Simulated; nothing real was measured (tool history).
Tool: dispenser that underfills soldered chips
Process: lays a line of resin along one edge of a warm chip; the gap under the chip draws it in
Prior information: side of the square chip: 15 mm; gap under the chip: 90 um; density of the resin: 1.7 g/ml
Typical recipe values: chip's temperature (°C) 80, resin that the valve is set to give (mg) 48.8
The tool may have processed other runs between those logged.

run	day	chip's temperature (°C)	resin that the valve is set to give (mg)	time until the resin shows at the far edge (s)	resin that the valve gave (mg)
1	0	80	48.8	205.4	47.3
# day 0.3: new syringe of resin
2	0.3	81	48.8	165.5	47.16
3	0.729	67	48.8	489.6	47
# day 0.783: new syringe of resin
4	1.158	67	60.2	448.8	57.83
# day 1.262: new syringe of resin
5	1.529	80	48.8	228.5	46.27
# day 1.742: new syringe of resin
6	1.95	80	48.8	214.8	46.31
# day 2.208: new syringe of resin
7	2.208	80	48.8	177.9	45.99
8	2.533	80	48.8	244.4	45.59
# day 2.671: new syringe of resin
# day 2.838: dispensing valve cleaned and set on the balance
9	2.954	80	48.8	216	48.49
# day 3.188: new syringe of resin
10	3.271	80	48.8	189	48.91
# day 3.667: new syringe of resin
11	3.775	67	60.9	350.7	59.97
12	4.112	68	61.1	474	60.31
# day 4.167: new syringe of resin
13	4.396	75	50.8	277.1	49.97
# day 4.671: new syringe of resin
14	4.867	86	56.1	155.9	54.76
# day 5.167: new syringe of resin
15	5.25	80	47.3	194.2	45.85
# day 5.642: new syringe of resin
16	5.742	77	61	210.9	58.83
17	6	93	61	140.6	58.81
# day 6.138: new syringe of resin
18	6.388	80	44.3	232.4	42.17
# day 6.625: new syringe of resin
19	6.838	82	53.5	199.8	50.56

For each run, the measured value with the value that run would have given without the tool's hidden condition subtracted. The run-to-run variation is shared by both, the gauge scatter possibly not:
Hidden state present: resin's viscosity, % of fresh resin's; dose that the valve gives, % of what is set; true chip temperature over the reading, C; drift of the gauge itself on fill_s, %; drift of the gauge itself on given_mg, %.
run	time until the resin shows at the far edge (s)	resin that the valve gave (mg)
1	+42.5	-1.34
2	+11.2	-1.53
3	+200.2	-1.82
4	+160.3	-2.58
5	+68.8	-2.28
6	+55.1	-2.58
7	+14.8	-2.72
8	+84.6	-2.91
9	+56.9	+0.01
10	+29.5	-0.17
11	+62.7	-0.61
12	+200.2	-0.91
13	+76.7	-0.94
14	+37.9	-1.36
15	+32.4	-1.38
16	+35.6	-2.19
17	+50.4	-2.41
18	+69	-1.98
19	+56.8	-2.7
